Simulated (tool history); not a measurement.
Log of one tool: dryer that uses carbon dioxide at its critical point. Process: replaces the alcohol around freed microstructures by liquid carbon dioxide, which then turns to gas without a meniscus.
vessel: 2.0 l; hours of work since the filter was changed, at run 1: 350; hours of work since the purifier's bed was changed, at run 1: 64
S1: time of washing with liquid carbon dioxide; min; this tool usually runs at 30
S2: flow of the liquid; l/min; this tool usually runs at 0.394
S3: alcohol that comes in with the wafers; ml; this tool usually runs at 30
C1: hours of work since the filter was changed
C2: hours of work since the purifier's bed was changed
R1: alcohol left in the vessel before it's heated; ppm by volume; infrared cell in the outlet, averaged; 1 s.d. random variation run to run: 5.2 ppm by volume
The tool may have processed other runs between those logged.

{"run": 1, "hour": 0.0, "S1": 30, "S2": 0.394, "S3": 30, "C1": 350, "C2": 64, "R1": 107}
{"run": 2, "hour": 8.3, "S1": 30, "S2": 0.394, "S3": 30, "C1": 353, "C2": 67, "R1": 102}
{"run": 3, "hour": 13.1, "S1": 30, "S2": 0.394, "S3": 94, "C1": 355, "C2": 68, "R1": 334}
{"run": 4, "hour": 21.1, "S1": 30, "S2": 0.394, "S3": 94, "C1": 357, "C2": 71, "R1": 323}
{"run": 5, "hour": 30.4, "S1": 26, "S2": 0.394, "S3": 30, "C1": 361, "C2": 74, "R1": 207}
{"run": 6, "hour": 38.9, "S1": 26, "S2": 0.394, "S3": 30, "C1": 364, "C2": 77, "R1": 213}
{"run": 7, "hour": 43.1, "S1": 26, "S2": 0.394, "S3": 30, "C1": 365, "C2": 79, "R1": 206}
{"run": 8, "hour": 47.4, "S1": 26, "S2": 0.394, "S3": 30, "C1": 367, "C2": 80, "R1": 200}
{"run": 9, "hour": 56.5, "S1": 26, "S2": 0.394, "S3": 30, "C1": 370, "C2": 83, "R1": 212}
{"run": 10, "hour": 63.0, "S1": 26, "S2": 0.394, "S3": 30, "C1": 372, "C2": 86, "R1": 200}
{"run": 11, "hour": 71.8, "S1": 26, "S2": 0.326, "S3": 30, "C1": 375, "C2": 89, "R1": 428}
{"run": 12, "hour": 81.1, "S1": 26, "S2": 0.326, "S3": 30, "C1": 379, "C2": 92, "R1": 432}
{"run": 13, "hour": 85.6, "S1": 22, "S2": 0.394, "S3": 30, "C1": 380, "C2": 94, "R1": 400}
{"run": 14, "hour": 92.2, "S1": 22, "S2": 0.567, "S3": 30, "C1": 382, "C2": 96, "R1": 84}
{"run": 15, "hour": 98.8, "S1": 22, "S2": 0.567, "S3": 30, "C1": 385, "C2": 98, "R1": 79}
{"run": 16, "hour": 102.8, "S1": 19, "S2": 0.567, "S3": 30, "C1": 386, "C2": 100, "R1": 165}
{"run": 17, "hour": 108.3, "S1": 35, "S2": 0.288, "S3": 30, "C1": 388, "C2": 102, "R1": 234}
{"run": 18, "hour": 115.9, "S1": 35, "S2": 0.288, "S3": 38, "C1": 391, "C2": 104, "R1": 300}
{"run": 19, "hour": 122.6, "S1": 23, "S2": 0.447, "S3": 20, "C1": 393, "C2": 107, "R1": 136}
{"run": 20, "hour": 127.1, "S1": 30, "S2": 0.422, "S3": 30, "C1": 395, "C2": 108, "R1": 85}
{"run": 21, "hour": 131.5, "S1": 18, "S2": 0.311, "S3": 25, "C1": 396, "C2": 110, "R1": 1212}
{"run": 22, "hour": 138.2, "S1": 18, "S2": 0.311, "S3": 25, "C1": 399, "C2": 112, "R1": 1205}
{"run": 23, "hour": 147.6, "S1": 20, "S2": 0.614, "S3": 50, "C1": 402, "C2": 115, "R1": 157}
{"run": 24, "hour": 155.0, "S1": 20, "S2": 0.614, "S3": 50, "C1": 404, "C2": 118, "R1": 153}
{"run": 25, "hour": 163.8, "S1": 45, "S2": 0.473, "S3": 104, "C1": 408, "C2": 121, "R1": 19}
{"run": 26, "hour": 169.2, "S1": 42, "S2": 0.367, "S3": 28, "C1": 409, "C2": 123, "R1": 37}
{"run": 27, "hour": 173.0, "S1": 27, "S2": 0.668, "S3": 30, "C1": 411, "C2": 124, "R1": 19}
{"run": 28, "hour": 181.0, "S1": 30, "S2": 0.446, "S3": 42, "C1": 414, "C2": 127, "R1": 91}
{"run": 29, "hour": 189.3, "S1": 30, "S2": 0.446, "S3": 42, "C1": 416, "C2": 130, "R1": 89}
{"run": 30, "hour": 193.4, "S1": 30, "S2": 0.446, "S3": 42, "C1": 418, "C2": 131, "R1": 95}
{"run": 31, "hour": 197.8, "S1": 30, "S2": 0.28, "S3": 30, "C1": 419, "C2": 133, "R1": 454}
{"run": 32, "hour": 205.2, "S1": 30, "S2": 0.28, "S3": 30, "C1": 422, "C2": 136, "R1": 465}

How would selected steps in R1 from run to run divide? Give the signed amount a tool lacking its hidden state would still show from settings, what came in and random variation, and the signed amount left for the hidden state, including any gauge scatter that is not in both of the compared results.
What the log doesn't record here: flow that reaches the vessel past the clogged filter, %; alcohol in the recycled carbon dioxide, ppm; drift of the gauge itself on alcohol_ppm, %.
Run 20 -> 21: S1 30 -> 18, S2 0.422 -> 0.311, S3 30 -> 25. R1 +1127 ppm by volume: hidden state +103, all else +1024.
Run 22 -> 23: S1 18 -> 20, S2 0.311 -> 0.614, S3 25 -> 50. R1 -1048 ppm by volume: hidden state -88, all else -960.
Run 30 -> 31: S2 0.446 -> 0.280, S3 42 -> 30. R1 +359 ppm by volume: hidden state +51, all else +308.
